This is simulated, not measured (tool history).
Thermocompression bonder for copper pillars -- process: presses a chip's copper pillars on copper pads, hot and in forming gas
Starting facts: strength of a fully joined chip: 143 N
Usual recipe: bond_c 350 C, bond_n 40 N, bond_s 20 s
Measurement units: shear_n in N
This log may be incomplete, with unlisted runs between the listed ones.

{"run": 1, "hour": 0.0, "bond_c": 350, "bond_n": 40, "bond_s": 20, "shear_n": 82.5}
{"run": 2, "hour": 15.2, "bond_c": 350, "bond_n": 40, "bond_s": 20, "shear_n": 82.9}
{"run": 3, "hour": 25.7, "bond_c": 350, "bond_n": 40, "bond_s": 20, "shear_n": 82.3}
{"run": 4, "hour": 34.7, "bond_c": 375, "bond_n": 40, "bond_s": 20, "shear_n": 97.8}
{"run": 5, "hour": 47.3, "bond_c": 375, "bond_n": 40, "bond_s": 20, "shear_n": 97.8}
{"run": 6, "hour": 60.1, "bond_c": 350, "bond_n": 40, "bond_s": 20, "shear_n": 83.0}
{"run": 7, "hour": 78.9, "bond_c": 336, "bond_n": 40, "bond_s": 20, "shear_n": 72.3}
{"run": 8, "hour": 93.1, "bond_c": 336, "bond_n": 40, "bond_s": 20, "shear_n": 73.3}
{"run": 9, "hour": 107.3, "bond_c": 336, "bond_n": 40, "bond_s": 20, "shear_n": 72.7}
{"run": 10, "hour": 115.5, "bond_c": 372, "bond_n": 32, "bond_s": 25, "shear_n": 91.6}
{"run": 11, "hour": 125.1, "bond_c": 372, "bond_n": 32, "bond_s": 25, "shear_n": 90.9}
{"run": 12, "hour": 143.6, "bond_c": 350, "bond_n": 32, "bond_s": 28, "shear_n": 79.3}
{"run": 13, "hour": 160.4, "bond_c": 350, "bond_n": 53, "bond_s": 21, "shear_n": 93.4}
{"run": 14, "hour": 170.4, "bond_c": 375, "bond_n": 36, "bond_s": 17, "shear_n": 86.9}
{"run": 15, "hour": 181.6, "bond_c": 334, "bond_n": 35, "bond_s": 20, "shear_n": 65.0}

Below, each run's measurement less what the same run would have read without the hidden state. Both values contain the same run-to-run variation, but the gauge's scatter may not be the same in both:
What the log doesn't record here: true temperature of the bond over the reading, C; force that reaches the chip, % of what is set; oxide that the forming gas leaves, % of the face; drift of the gauge itself on shear_n, %.
run=1 shear_n=-9.8
run=2 shear_n=-10.0
run=3 shear_n=-10.1
run=4 shear_n=-11.4
run=5 shear_n=-11.5
run=6 shear_n=-10.6
run=7 shear_n=-9.9
run=8 shear_n=-10.3
run=9 shear_n=-10.3
run=10 shear_n=-12.0
run=11 shear_n=-12.3
run=12 shear_n=-11.3
run=13 shear_n=-13.2
run=14 shear_n=-12.6
run=15 shear_n=-10.4

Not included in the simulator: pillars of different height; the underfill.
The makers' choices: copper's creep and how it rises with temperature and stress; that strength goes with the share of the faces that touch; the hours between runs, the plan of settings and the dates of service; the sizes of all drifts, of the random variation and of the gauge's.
